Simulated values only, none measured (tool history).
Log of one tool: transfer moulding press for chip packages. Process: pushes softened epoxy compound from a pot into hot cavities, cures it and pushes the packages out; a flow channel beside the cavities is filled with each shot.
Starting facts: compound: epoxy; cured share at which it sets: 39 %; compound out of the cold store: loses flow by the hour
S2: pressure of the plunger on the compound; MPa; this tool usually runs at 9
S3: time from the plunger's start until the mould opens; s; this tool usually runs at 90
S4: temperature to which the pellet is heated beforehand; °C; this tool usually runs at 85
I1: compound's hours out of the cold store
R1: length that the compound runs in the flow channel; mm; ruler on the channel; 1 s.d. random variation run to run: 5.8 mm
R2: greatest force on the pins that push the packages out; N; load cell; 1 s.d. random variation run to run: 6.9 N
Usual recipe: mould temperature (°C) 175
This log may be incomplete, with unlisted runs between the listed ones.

run 1 hour=0 | mould_temperature_(°C)=175 S2=9 S3=90 S4=85 | I1=28.2 | R1=860 R2=266
-- hour=43 mould's thermocouples calibrated
run 2 hour=63.1 | mould_temperature_(°C)=175 S2=9 S3=90 S4=85 | I1=22.1 | R1=891 R2=276
-- hour=79.6 cavities cleaned with cleaning compound and waxed
run 3 hour=120.9 | mould_temperature_(°C)=175 S2=9 S3=90 S4=85 | I1=14 | R1=921 R2=285
run 4 hour=196.5 | mould_temperature_(°C)=175 S2=9 S3=90 S4=85 | I1=19.5 | R1=893 R2=281
-- hour=202.2 cavities cleaned with cleaning compound and waxed
run 5 hour=272 | mould_temperature_(°C)=175 S2=8.4 S3=90 S4=85 | I1=22.9 | R1=858 R2=278
-- hour=327.6 cavities cleaned with cleaning compound and waxed
run 6 hour=339.7 | mould_temperature_(°C)=175 S2=8.4 S3=90 S4=85 | I1=32.6 | R1=824 R2=279
-- hour=363.8 plunger's sealing rings changed
run 7 hour=380.4 | mould_temperature_(°C)=175 S2=8.4 S3=90 S4=85 | I1=36.6 | R1=799 R2=269
run 8 hour=440 | mould_temperature_(°C)=175 S2=8.4 S3=90 S4=85 | I1=27.8 | R1=825 R2=285
-- hour=453 cavities cleaned with cleaning compound and waxed
run 9 hour=481.4 | mould_temperature_(°C)=175 S2=8.4 S3=90 S4=85 | I1=36 | R1=797 R2=270
run 10 hour=532.3 | mould_temperature_(°C)=175 S2=8.4 S3=90 S4=85 | I1=46.8 | R1=761 R2=266
run 11 hour=564 | mould_temperature_(°C)=175 S2=8.4 S3=90 S4=85 | I1=31.2 | R1=822 R2=270
-- hour=575.4 cavities cleaned with cleaning compound and waxed
run 12 hour=608.4 | mould_temperature_(°C)=173 S2=9 S3=90 S4=85 | I1=13.5 | R1=936 R2=327
run 13 hour=669.4 | mould_temperature_(°C)=173 S2=9 S3=90 S4=85 | I1=9.9 | R1=937 R2=333
-- hour=697.8 cavities cleaned with cleaning compound and waxed
run 14 hour=720.8 | mould_temperature_(°C)=175 S2=10.96 S3=90 S4=85 | I1=46.9 | R1=875 R2=267
run 15 hour=770.5 | mould_temperature_(°C)=175 S2=10.96 S3=90 S4=85 | I1=23.9 | R1=967 R2=278
run 16 hour=814.5 | mould_temperature_(°C)=171 S2=9 S3=104 S4=79 | I1=42.2 | R1=816 R2=264
-- hour=820 cavities cleaned with cleaning compound and waxed
run 17 hour=884.4 | mould_temperature_(°C)=175 S2=6.89 S3=83 S4=87 | I1=22.7 | R1=768 R2=333
run 18 hour=917 | mould_temperature_(°C)=175 S2=9 S3=102 S4=76 | I1=27.8 | R1=865 R2=246
-- hour=943.9 cavities cleaned with cleaning compound and waxed
-- hour=955.5 plunger's sealing rings changed
run 19 hour=967.5 | mould_temperature_(°C)=175 S2=9 S3=72 S4=88 | I1=24.1 | R1=884 R2=446
run 20 hour=1011.5 | mould_temperature_(°C)=175 S2=9 S3=72 S4=88 | I1=45.4 | R1=796 R2=419
-- hour=1072.6 cavities cleaned with cleaning compound and waxed
run 21 hour=1076.6 | mould_temperature_(°C)=175 S2=9 S3=72 S4=88 | I1=43.7 | R1=801 R2=426
run 22 hour=1128.6 | mould_temperature_(°C)=175 S2=9 S3=72 S4=88 | I1=24.5 | R1=869 R2=443
-- hour=1141.8 mould's thermocouples calibrated
-- hour=1196.5 cavities cleaned with cleaning compound and waxed
run 23 hour=1204.1 | mould_temperature_(°C)=175 S2=9.19 S3=72 S4=88 | I1=39.7 | R1=823 R2=403
run 24 hour=1249.1 | mould_temperature_(°C)=175 S2=9.19 S3=72 S4=88 | I1=34.9 | R1=849 R2=441
run 25 hour=1279.4 | mould_temperature_(°C)=175 S2=9.19 S3=72 S4=88 | I1=33.3 | R1=846 R2=406
-- hour=1321.6 cavities cleaned with cleaning compound and waxed
run 26 hour=1356 | mould_temperature_(°C)=175 S2=9.19 S3=72 S4=93 | I1=18.9 | R1=917 R2=452
run 27 hour=1412.2 | mould_temperature_(°C)=175 S2=9.19 S3=112 S4=80 | I1=36.8 | R1=837 R2=223

Each row is a separate what-if for the run after 27, all from the same tool condition, not one after another. Results?
-- hour=1445.2 cavities cleaned with cleaning compound and waxed
run A hour=1445.2 | mould_temperature_(°C)=175 S2=8.38 S3=113 S4=80 | I1=11.3 | R1=? R2=?
-- hour=1445.2 cavities cleaned with cleaning compound and waxed
run B hour=1445.2 | mould_temperature_(°C)=175 S2=9.19 S3=76 S4=80 | I1=28.4 | R1=? R2=?
-- hour=1445.2 cavities cleaned with cleaning compound and waxed
run C hour=1445.2 | mould_temperature_(°C)=174 S2=9.06 S3=90 S4=81 | I1=21.6 | R1=? R2=?
-- hour=1445.2 cavities cleaned with cleaning compound and waxed
run D hour=1445.2 | mould_temperature_(°C)=175 S2=9.19 S3=112 S4=76 | I1=25.8 | R1=? R2=?

run=A R1=906 R2=212
run=B R1=878 R2=394
run=C R1=902 R2=304
run=D R1=890 R2=208
The same runs, with their run-to-run variation unchanged, on a tool lacking any hidden condition would have given:
run=A R1=906 R2=212
run=B R1=878 R2=394
run=C R1=902 R2=304
run=D R1=890 R2=208

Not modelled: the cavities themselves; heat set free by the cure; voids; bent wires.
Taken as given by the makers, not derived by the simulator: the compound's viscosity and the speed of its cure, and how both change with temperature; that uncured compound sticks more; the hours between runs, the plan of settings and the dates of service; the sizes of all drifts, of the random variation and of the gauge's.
